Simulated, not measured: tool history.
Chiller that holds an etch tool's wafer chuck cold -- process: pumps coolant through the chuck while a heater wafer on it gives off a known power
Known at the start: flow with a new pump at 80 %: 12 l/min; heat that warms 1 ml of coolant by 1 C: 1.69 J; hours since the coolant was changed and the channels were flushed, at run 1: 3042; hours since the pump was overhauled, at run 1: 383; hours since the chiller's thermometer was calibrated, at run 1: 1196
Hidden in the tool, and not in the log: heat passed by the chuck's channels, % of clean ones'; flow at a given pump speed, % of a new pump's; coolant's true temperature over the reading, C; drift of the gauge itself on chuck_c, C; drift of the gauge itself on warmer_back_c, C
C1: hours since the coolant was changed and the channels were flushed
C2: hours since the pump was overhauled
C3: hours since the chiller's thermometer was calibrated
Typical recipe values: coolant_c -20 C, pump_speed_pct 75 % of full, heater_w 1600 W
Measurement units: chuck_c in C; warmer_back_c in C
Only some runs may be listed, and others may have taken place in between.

run 1 hour=0 | coolant_c=-20 pump_speed_pct=75 heater_w=1600 | C1=3042 C2=383 C3=1196 | chuck_c=-6.8 warmer_back_c=5.1
run 2 hour=158.2 | coolant_c=-20 pump_speed_pct=75 heater_w=1451 | C1=3201 C2=541 C3=1354 | chuck_c=-8.1 warmer_back_c=4.63
run 3 hour=233.6 | coolant_c=-20 pump_speed_pct=75 heater_w=1451 | C1=3276 C2=617 C3=1429 | chuck_c=-8 warmer_back_c=4.62
run 4 hour=408.3 | coolant_c=-20 pump_speed_pct=80 heater_w=1600 | C1=3451 C2=791 C3=1604 | chuck_c=-7 warmer_back_c=4.82
run 5 hour=563.1 | coolant_c=-20 pump_speed_pct=80 heater_w=1600 | C1=3605 C2=946 C3=1759 | chuck_c=-7.1 warmer_back_c=4.81
run 6 hour=659.9 | coolant_c=-20 pump_speed_pct=80 heater_w=1600 | C1=3702 C2=1043 C3=1856 | chuck_c=-7 warmer_back_c=4.87
run 7 hour=782.3 | coolant_c=-20 pump_speed_pct=80 heater_w=1600 | C1=3825 C2=1165 C3=1978 | chuck_c=-6.8 warmer_back_c=4.87
run 8 hour=915.4 | coolant_c=-20 pump_speed_pct=80 heater_w=1600 | C1=3958 C2=1298 C3=2111 | chuck_c=-6.7 warmer_back_c=4.98
run 9 hour=1056.8 | coolant_c=-17 pump_speed_pct=75 heater_w=1600 | C1=4099 C2=1440 C3=2252 | chuck_c=-3.2 warmer_back_c=5.28
run 10 hour=1198 | coolant_c=-17 pump_speed_pct=75 heater_w=1600 | C1=4240 C2=1581 C3=2394 | chuck_c=-3.2 warmer_back_c=5.37
run 11 hour=1284.8 | coolant_c=-20 pump_speed_pct=75 heater_w=1600 | C1=4327 C2=1668 C3=2481 | chuck_c=-6.1 warmer_back_c=5.37
run 12 hour=1384.2 | coolant_c=-20 pump_speed_pct=96 heater_w=1600 | C1=4427 C2=1767 C3=2580 | chuck_c=-8.1 warmer_back_c=4.13
run 13 hour=1538.1 | coolant_c=-20 pump_speed_pct=84 heater_w=1600 | C1=4580 C2=1921 C3=2734 | chuck_c=-6.9 warmer_back_c=4.79
run 14 hour=1626.2 | coolant_c=-20 pump_speed_pct=84 heater_w=1600 | C1=4669 C2=2009 C3=2822 | chuck_c=-6.8 warmer_back_c=4.77
-- hour=1752.7 coolant changed, channels flushed
run 15 hour=1801.7 | coolant_c=-15 pump_speed_pct=75 heater_w=1600 | C1=49 C2=2179 C3=2991 | chuck_c=-1.7 warmer_back_c=5.46
run 16 hour=1881.1 | coolant_c=-15 pump_speed_pct=75 heater_w=1600 | C1=128 C2=2258 C3=3071 | chuck_c=-1.7 warmer_back_c=5.55
run 17 hour=1972.5 | coolant_c=-15 pump_speed_pct=75 heater_w=1600 | C1=220 C2=2350 C3=3162 | chuck_c=-1.8 warmer_back_c=5.52
run 18 hour=2073.5 | coolant_c=-15 pump_speed_pct=75 heater_w=1600 | C1=321 C2=2450 C3=3263 | chuck_c=-1.8 warmer_back_c=5.59
run 19 hour=2215.8 | coolant_c=-20 pump_speed_pct=65 heater_w=1600 | C1=463 C2=2593 C3=3405 | chuck_c=-5.3 warmer_back_c=6.51
run 20 hour=2344.5 | coolant_c=-20 pump_speed_pct=60 heater_w=1600 | C1=592 C2=2721 C3=3534 | chuck_c=-4.3 warmer_back_c=7.14
run 21 hour=2486.3 | coolant_c=-29 pump_speed_pct=68 heater_w=1600 | C1=734 C2=2863 C3=3676 | chuck_c=-14.5 warmer_back_c=6.25
run 22 hour=2584.7 | coolant_c=-16 pump_speed_pct=95 heater_w=1352 | C1=832 C2=2962 C3=3774 | chuck_c=-6.1 warmer_back_c=3.72
run 23 hour=2742.8 | coolant_c=-16 pump_speed_pct=95 heater_w=1352 | C1=990 C2=3120 C3=3932 | chuck_c=-6 warmer_back_c=3.66
run 24 hour=2895.4 | coolant_c=-16 pump_speed_pct=95 heater_w=1352 | C1=1143 C2=3272 C3=4085 | chuck_c=-6.2 warmer_back_c=3.74
run 25 hour=3055.8 | coolant_c=-16 pump_speed_pct=95 heater_w=913 | C1=1303 C2=3433 C3=4246 | chuck_c=-9.1 warmer_back_c=2.51
run 26 hour=3228.2 | coolant_c=-27 pump_speed_pct=80 heater_w=1440 | C1=1476 C2=3605 C3=4418 | chuck_c=-14.6 warmer_back_c=4.85
run 27 hour=3361.9 | coolant_c=-20 pump_speed_pct=75 heater_w=2003 | C1=1609 C2=3739 C3=4552 | chuck_c=-2.3 warmer_back_c=7.28
run 28 hour=3438.2 | coolant_c=-24 pump_speed_pct=75 heater_w=1130 | C1=1686 C2=3815 C3=4628 | chuck_c=-13.9 warmer_back_c=4.1
run 29 hour=3587.6 | coolant_c=-12 pump_speed_pct=75 heater_w=1130 | C1=1835 C2=3965 C3=4777 | chuck_c=-1.7 warmer_back_c=4.11
run 30 hour=3660.1 | coolant_c=-20 pump_speed_pct=92 heater_w=1512 | C1=1907 C2=4037 C3=4850 | chuck_c=-8.2 warmer_back_c=4.46
run 31 hour=3781.6 | coolant_c=-14 pump_speed_pct=75 heater_w=1600 | C1=2029 C2=4159 C3=4971 | chuck_c=0.6 warmer_back_c=5.96

Predict each of these 5 candidate next runs independently; none follows another, all start after run 31:
run A hour=3935.5 | coolant_c=-20 pump_speed_pct=86 heater_w=1548 | C1=2183 C2=4312 C3=5125 | chuck_c=? warmer_back_c=?
run B hour=3935.5 | coolant_c=-21 pump_speed_pct=69 heater_w=1736 | C1=2183 C2=4312 C3=5125 | chuck_c=? warmer_back_c=?
run C hour=3935.5 | coolant_c=-19 pump_speed_pct=76 heater_w=1600 | C1=2183 C2=4312 C3=5125 | chuck_c=? warmer_back_c=?
run D hour=3935.5 | coolant_c=-13 pump_speed_pct=79 heater_w=1600 | C1=2183 C2=4312 C3=5125 | chuck_c=? warmer_back_c=?
run E hour=3935.5 | coolant_c=-12 pump_speed_pct=65 heater_w=1600 | C1=2183 C2=4312 C3=5125 | chuck_c=? warmer_back_c=?

run=A chuck_c=-7 warmer_back_c=4.96
run=B chuck_c=-4.2 warmer_back_c=7.09
run=C chuck_c=-4.6 warmer_back_c=5.9
run=D chuck_c=1.1 warmer_back_c=5.63
run=E chuck_c=4.2 warmer_back_c=6.98
Without the tool's unlogged condition, the same runs would have read:
run=A chuck_c=-9.2 warmer_back_c=4.23
run=B chuck_c=-7 warmer_back_c=6.05
run=C chuck_c=-7 warmer_back_c=5.04
run=D chuck_c=-1.3 warmer_back_c=4.8
run=E chuck_c=1.5 warmer_back_c=5.96

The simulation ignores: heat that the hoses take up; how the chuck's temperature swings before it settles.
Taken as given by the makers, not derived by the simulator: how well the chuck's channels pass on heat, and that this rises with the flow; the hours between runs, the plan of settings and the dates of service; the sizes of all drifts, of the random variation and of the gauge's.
